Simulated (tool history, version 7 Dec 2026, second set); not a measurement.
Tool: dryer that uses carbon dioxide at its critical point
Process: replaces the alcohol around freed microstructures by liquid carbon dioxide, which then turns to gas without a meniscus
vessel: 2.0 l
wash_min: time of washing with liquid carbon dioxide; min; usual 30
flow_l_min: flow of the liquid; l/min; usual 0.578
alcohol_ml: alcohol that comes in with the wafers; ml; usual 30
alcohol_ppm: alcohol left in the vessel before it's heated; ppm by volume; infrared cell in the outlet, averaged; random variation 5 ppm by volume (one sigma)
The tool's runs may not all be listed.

| run | hour | wash_min | flow_l_min | alcohol_ml | alcohol_ppm |
|---|---|---|---|---|---|
| 1 | 0 | 30 | 0.578 | 30 | 55 |
| 2 | 10.8 | 30 | 0.578 | 30 | 50 |
| 3 | 19.8 | 30 | 0.578 | 94 | 101 |
| 4 | 26.3 | 27 | 0.578 | 30 | 81 |
| 5 | 36.1 | 27 | 0.578 | 30 | 80 |
| 6 | 45.8 | 30 | 0.645 | 30 | 42 |
| 7 | 56.6 | 30 | 0.578 | 30 | 60 |
|  | 63 | inlet filter changed |
| 8 | 70 | 30 | 0.578 | 30 | 39 |
| 9 | 79.1 | 30 | 0.755 | 30 | 38 |
| 10 | 90.1 | 30 | 0.755 | 30 | 47 |
| 11 | 95.6 | 30 | 0.755 | 30 | 46 |
| 12 | 105.8 | 30 | 0.755 | 30 | 44 |
| 13 | 115.5 | 30 | 0.755 | 30 | 38 |
| 14 | 123.6 | 30 | 0.893 | 30 | 49 |
| 15 | 134.3 | 30 | 0.578 | 30 | 53 |
| 16 | 139.3 | 30 | 0.578 | 30 | 53 |
| 17 | 150.2 | 30 | 0.578 | 30 | 62 |
| 18 | 155.6 | 30 | 0.578 | 30 | 70 |
| 19 | 164.2 | 30 | 0.578 | 30 | 64 |
| 20 | 170.2 | 44 | 0.582 | 46 | 48 |
| 21 | 180.3 | 41 | 0.578 | 60 | 57 |
| 22 | 185.3 | 41 | 0.578 | 60 | 45 |
| 23 | 195.8 | 41 | 0.578 | 60 | 62 |
| 24 | 205.9 | 41 | 0.578 | 60 | 70 |

Run 25 comes next. What will it give?
| 25 | 214.1 | 41 | 0.578 | 60 | ? |

alcohol_ppm: 55 ppm by volume
Without the tool's hidden state the same run would have given alcohol_ppm 4 ppm by volume.
